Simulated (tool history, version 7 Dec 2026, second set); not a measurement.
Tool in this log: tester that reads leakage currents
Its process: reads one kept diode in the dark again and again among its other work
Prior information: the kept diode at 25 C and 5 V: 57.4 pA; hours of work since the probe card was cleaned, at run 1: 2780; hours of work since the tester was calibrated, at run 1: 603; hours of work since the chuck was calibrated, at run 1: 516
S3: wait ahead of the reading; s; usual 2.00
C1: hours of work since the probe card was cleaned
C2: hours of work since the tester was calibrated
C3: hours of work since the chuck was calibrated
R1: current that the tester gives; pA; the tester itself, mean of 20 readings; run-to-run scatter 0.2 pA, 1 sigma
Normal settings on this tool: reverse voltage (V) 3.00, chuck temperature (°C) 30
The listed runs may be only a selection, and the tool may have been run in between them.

{"run": 1, "hour": 0.0, "reverse voltage (V)": 3.0, "chuck temperature (°C)": 30, "S3": 2.0, "C1": 2780, "C2": 603, "C3": 516, "R1": 66.29}
{"run": 2, "hour": 30.9, "reverse voltage (V)": 3.0, "chuck temperature (°C)": 30, "S3": 2.0, "C1": 2804, "C2": 627, "C3": 539, "R1": 65.86}
{"run": 3, "hour": 63.9, "reverse voltage (V)": 3.0, "chuck temperature (°C)": 30, "S3": 2.0, "C1": 2829, "C2": 652, "C3": 565, "R1": 66.14}
{"run": 4, "hour": 91.4, "reverse voltage (V)": 3.0, "chuck temperature (°C)": 27, "S3": 2.0, "C1": 2850, "C2": 673, "C3": 586, "R1": 51.88}
{"run": 5, "hour": 125.1, "reverse voltage (V)": 3.0, "chuck temperature (°C)": 27, "S3": 2.0, "C1": 2876, "C2": 699, "C3": 612, "R1": 51.78}
{"run": 6, "hour": 158.3, "reverse voltage (V)": 3.0, "chuck temperature (°C)": 30, "S3": 2.0, "C1": 2902, "C2": 725, "C3": 638, "R1": 65.77}
{"run": 7, "hour": 200.0, "reverse voltage (V)": 3.0, "chuck temperature (°C)": 30, "S3": 2.0, "C1": 2934, "C2": 757, "C3": 670, "R1": 66.31}
{"run": 8, "hour": 244.8, "reverse voltage (V)": 3.0, "chuck temperature (°C)": 30, "S3": 2.0, "C1": 2968, "C2": 791, "C3": 704, "R1": 66.23}
{"run": 9, "hour": 284.5, "reverse voltage (V)": 3.0, "chuck temperature (°C)": 30, "S3": 2.0, "C1": 2999, "C2": 822, "C3": 735, "R1": 66.22}
{"run": 10, "hour": 342.0, "reverse voltage (V)": 3.0, "chuck temperature (°C)": 30, "S3": 2.0, "C1": 3043, "C2": 866, "C3": 779, "R1": 66.16}
{"run": 11, "hour": 392.7, "reverse voltage (V)": 3.0, "chuck temperature (°C)": 30, "S3": 2.0, "C1": 3082, "C2": 905, "C3": 818, "R1": 65.95}
{"run": 12, "hour": 423.2, "reverse voltage (V)": 3.0, "chuck temperature (°C)": 30, "S3": 2.0, "C1": 3106, "C2": 929, "C3": 842, "R1": 66.27}
{"run": 13, "hour": 452.0, "reverse voltage (V)": 3.0, "chuck temperature (°C)": 36, "S3": 2.0, "C1": 3128, "C2": 951, "C3": 864, "R1": 106.89}
{"run": 14, "hour": 499.3, "reverse voltage (V)": 3.0, "chuck temperature (°C)": 36, "S3": 2.0, "C1": 3165, "C2": 988, "C3": 900, "R1": 106.87}
{"run": 15, "hour": 543.1, "reverse voltage (V)": 3.0, "chuck temperature (°C)": 36, "S3": 2.0, "C1": 3198, "C2": 1021, "C3": 934, "R1": 106.31}
{"run": 16, "hour": 598.6, "reverse voltage (V)": 3.0, "chuck temperature (°C)": 49, "S3": 2.0, "C1": 3241, "C2": 1064, "C3": 977, "R1": 284.95}
{"run": 17, "hour": 640.1, "reverse voltage (V)": 3.0, "chuck temperature (°C)": 33, "S3": 2.0, "C1": 3273, "C2": 1096, "C3": 1009, "R1": 84.38}
{"run": 18, "hour": 669.8, "reverse voltage (V)": 3.0, "chuck temperature (°C)": 30, "S3": 1.09, "C1": 3296, "C2": 1119, "C3": 1032, "R1": 67.0}
{"run": 19, "hour": 703.1, "reverse voltage (V)": 3.0, "chuck temperature (°C)": 28, "S3": 1.09, "C1": 3322, "C2": 1145, "C3": 1057, "R1": 56.45}
{"run": 20, "hour": 760.7, "reverse voltage (V)": 3.0, "chuck temperature (°C)": 28, "S3": 1.09, "C1": 3366, "C2": 1189, "C3": 1102, "R1": 56.74}
{"run": 21, "hour": 811.4, "reverse voltage (V)": 3.42, "chuck temperature (°C)": 36, "S3": 0.42, "C1": 3405, "C2": 1228, "C3": 1141, "R1": 117.61}
{"run": 22, "hour": 855.7, "reverse voltage (V)": 17.96, "chuck temperature (°C)": 30, "S3": 3.87, "C1": 3439, "C2": 1262, "C3": 1175, "R1": 180.87}
{"run": 23, "hour": 892.5, "reverse voltage (V)": 3.0, "chuck temperature (°C)": 21, "S3": 2.0, "C1": 3468, "C2": 1291, "C3": 1203, "R1": 31.09}
{"run": 24, "hour": 917.7, "reverse voltage (V)": 3.0, "chuck temperature (°C)": 21, "S3": 2.0, "C1": 3487, "C2": 1310, "C3": 1223, "R1": 31.16}
{"run": 25, "hour": 975.8, "reverse voltage (V)": 3.0, "chuck temperature (°C)": 21, "S3": 2.0, "C1": 3532, "C2": 1355, "C3": 1268, "R1": 31.23}
{"run": 26, "hour": 1004.9, "reverse voltage (V)": 3.0, "chuck temperature (°C)": 21, "S3": 2.0, "C1": 3554, "C2": 1377, "C3": 1290, "R1": 31.44}
{"run": 27, "hour": 1049.4, "reverse voltage (V)": 8.16, "chuck temperature (°C)": 21, "S3": 1.17, "C1": 3588, "C2": 1411, "C3": 1324, "R1": 56.6}
{"run": 28, "hour": 1091.0, "reverse voltage (V)": 8.16, "chuck temperature (°C)": 21, "S3": 1.17, "C1": 3620, "C2": 1443, "C3": 1356, "R1": 56.48}
{"run": 29, "hour": 1130.2, "reverse voltage (V)": 3.0, "chuck temperature (°C)": 27, "S3": 4.43, "C1": 3651, "C2": 1474, "C3": 1387, "R1": 51.34}
{"run": 30, "hour": 1170.0, "reverse voltage (V)": 3.0, "chuck temperature (°C)": 27, "S3": 4.43, "C1": 3681, "C2": 1504, "C3": 1417, "R1": 51.44}
{"run": 31, "hour": 1214.9, "reverse voltage (V)": 1.09, "chuck temperature (°C)": 60, "S3": 2.68, "C1": 3716, "C2": 1539, "C3": 1452, "R1": 348.24}
{"run": 32, "hour": 1245.3, "reverse voltage (V)": 6.91, "chuck temperature (°C)": 40, "S3": 2.68, "C1": 3739, "C2": 1562, "C3": 1475, "R1": 230.94}
{"hour": 1276.0, "done": "probe card cleaned and baked"}
{"run": 33, "hour": 1303.4, "reverse voltage (V)": 6.91, "chuck temperature (°C)": 40, "S3": 2.68, "C1": 21, "C2": 1605, "C3": 1518, "R1": 232.38}
{"run": 34, "hour": 1354.4, "reverse voltage (V)": 6.91, "chuck temperature (°C)": 40, "S3": 2.68, "C1": 60, "C2": 1644, "C3": 1557, "R1": 231.99}
{"run": 35, "hour": 1389.9, "reverse voltage (V)": 6.91, "chuck temperature (°C)": 40, "S3": 2.68, "C1": 88, "C2": 1672, "C3": 1584, "R1": 231.99}
{"run": 36, "hour": 1442.9, "reverse voltage (V)": 14.58, "chuck temperature (°C)": 30, "S3": 2.0, "C1": 129, "C2": 1712, "C3": 1625, "R1": 161.72}
{"run": 37, "hour": 1489.5, "reverse voltage (V)": 3.0, "chuck temperature (°C)": 30, "S3": 6.46, "C1": 165, "C2": 1748, "C3": 1661, "R1": 65.55}
{"run": 38, "hour": 1538.3, "reverse voltage (V)": 3.0, "chuck temperature (°C)": 27, "S3": 2.0, "C1": 202, "C2": 1786, "C3": 1699, "R1": 52.02}
{"run": 39, "hour": 1577.7, "reverse voltage (V)": 4.44, "chuck temperature (°C)": 30, "S3": 2.0, "C1": 232, "C2": 1816, "C3": 1729, "R1": 82.77}
{"run": 40, "hour": 1603.5, "reverse voltage (V)": 4.44, "chuck temperature (°C)": 40, "S3": 2.0, "C1": 252, "C2": 1836, "C3": 1749, "R1": 181.46}

Consider 4 possible next runs. They are alternatives, not a sequence: every one starts from the tool as it was left by run 40. What does each give?
{"run": "A", "hour": 1645.0, "reverse voltage (V)": 15.11, "chuck temperature (°C)": 40, "S3": 2.0, "C1": 284, "C2": 1868, "C3": 1781, "R1": "?"}
{"run": "B", "hour": 1645.0, "reverse voltage (V)": 6.97, "chuck temperature (°C)": 30, "S3": 2.0, "C1": 284, "C2": 1868, "C3": 1781, "R1": "?"}
{"run": "C", "hour": 1645.0, "reverse voltage (V)": 3.55, "chuck temperature (°C)": 43, "S3": 4.44, "C1": 284, "C2": 1868, "C3": 1781, "R1": "?"}
{"run": "D", "hour": 1645.0, "reverse voltage (V)": 4.44, "chuck temperature (°C)": 21, "S3": 0.7, "C1": 284, "C2": 1868, "C3": 1781, "R1": "?"}

run=A R1=360.38
run=B R1=106.57
run=C R1=200.98
run=D R1=40.73
The same runs, with their run-to-run variation unchanged, on a tool lacking any hidden condition would have given:
run=A R1=359.92
run=B R1=106.42
run=C R1=200.73
run=D R1=40.67
